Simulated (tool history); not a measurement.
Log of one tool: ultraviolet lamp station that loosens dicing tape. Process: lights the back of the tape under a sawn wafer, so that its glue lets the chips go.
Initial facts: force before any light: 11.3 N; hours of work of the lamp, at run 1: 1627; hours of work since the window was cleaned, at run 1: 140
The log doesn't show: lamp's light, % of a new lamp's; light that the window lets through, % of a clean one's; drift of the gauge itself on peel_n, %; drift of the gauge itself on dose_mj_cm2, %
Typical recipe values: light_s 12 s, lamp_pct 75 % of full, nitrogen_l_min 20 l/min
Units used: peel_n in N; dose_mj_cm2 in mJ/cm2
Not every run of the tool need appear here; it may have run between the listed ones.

run      day  light_s  lamp_pct  nitrogen_l_min  hours of work of the lamp  hours of work since the window was cleaned  peel_n  dose_mj_cm2
  1    0.000       12        75              20                       1627                                         140   2.381          262
  2    1.971       12        75              20                       1647                                         159   2.371          261
  3    3.646       12        75              20                       1664                                         176   2.419          260
  4    7.208       12        75              20                       1700                                         212   2.416          251
  5    9.692       12        75              20                       1725                                         237   2.445          251
  6   11.604       12        75              20                       1744                                         256   2.405          249
  7   13.858       12        75              20                       1767                                         279   2.583          241
  8   16.429       12        71              20                       1793                                         305   2.817          231
  9   19.683       12        88              20                       1825                                         338   2.099          279
 10   21.658       12        88              20                       1845                                         358   2.209          278
 11   25.162        9        75              20                       1881                                         393   4.077          173
      25.588  -- window cleaned of glue's vapour
 12   28.233        9        75              20                       1911                                          27   4.163          166
      29.712  -- lamp changed
 13   30.554        9        75              20                          9                                          50   2.288          265
 14   33.329        9        75              20                         36                                          78   2.290          263
 15   37.146        9        75              20                         75                                         116   2.490          254
 16   40.588       12        75              30                        110                                         151   1.164          339
      41.646  -- window cleaned of glue's vapour, once more
 17   43.650       12        75              20                        140                                          20   1.185          383
 18   46.558       12        75              20                        170                                          50   1.239          374
 19   49.842       19        75              20                        203                                          83   0.425          587
 20   52.679       19        75              20                        231                                         111   0.453          579
 21   55.658       12        75              20                        261                                         141   1.328          362
 22   57.479       12        66              16                        280                                         160   1.945          321
 23   59.871       12        66              16                        304                                         184   2.010          317
 24   63.217       12        66              16                        337                                         217   1.940          316
 25   66.858       19        66              16                        374                                         254   0.828          487
 26   68.608       19        66              16                        392                                         272   0.836          486
 27   71.067       12        68              24                        417                                         297   1.613          309
 28   74.779       12        68              24                        454                                         334   1.583          308
 29   77.612       11        85              20                        482                                         362   1.494          342
 30   79.421       11        85              20                        501                                         381   1.459          340
      81.017  -- window cleaned of glue's vapour
 31   81.296       10        75              16                        519                                           3   2.284          289
 32   84.246        9        75               9                        549                                          33   3.488          258
 33   86.833        9        99               9                        575                                          59   2.521          335
 34   90.629       14        99               9                        613                                          97   1.146          521
 35   92.767       14        99               9                        635                                         118   1.213          524
 36   94.938       12        64               8                        657                                         140   3.253          285
 37   98.362       12        64               8                        691                                         175   3.385          285
 38  101.079       10        60              25                        719                                         202   2.781          217
 39  103.083       10        87              33                        739                                         222   1.306          314
 40  105.250       22        70              12                        761                                         244   0.830          543
 41  108.125       22        70              12                        790                                         273   0.811          538
 42  110.579       22        70              12                        815                                         298   0.849          532

Some steps in peel_n, run to run, broken into two amounts with sign: the step expected even without the hidden condition (settings, incoming material, random variation), and the rest, left for the hidden condition together with whatever gauge scatter is not in both the measured and the hidden-condition-free result:
Run 10 -> 11: light_s 12 -> 9, lamp_pct 88 -> 75. peel_n +1.868 N: hidden state +0.698, all else +1.170.
Run 12 -> 13: lamp changed. peel_n -1.875 N: hidden state -1.840, all else -0.035.
Run 35 -> 36: light_s 14 -> 12, lamp_pct 99 -> 64, nitrogen_l_min 9 -> 8. peel_n +2.040 N: hidden state +0.307, all else +1.733.
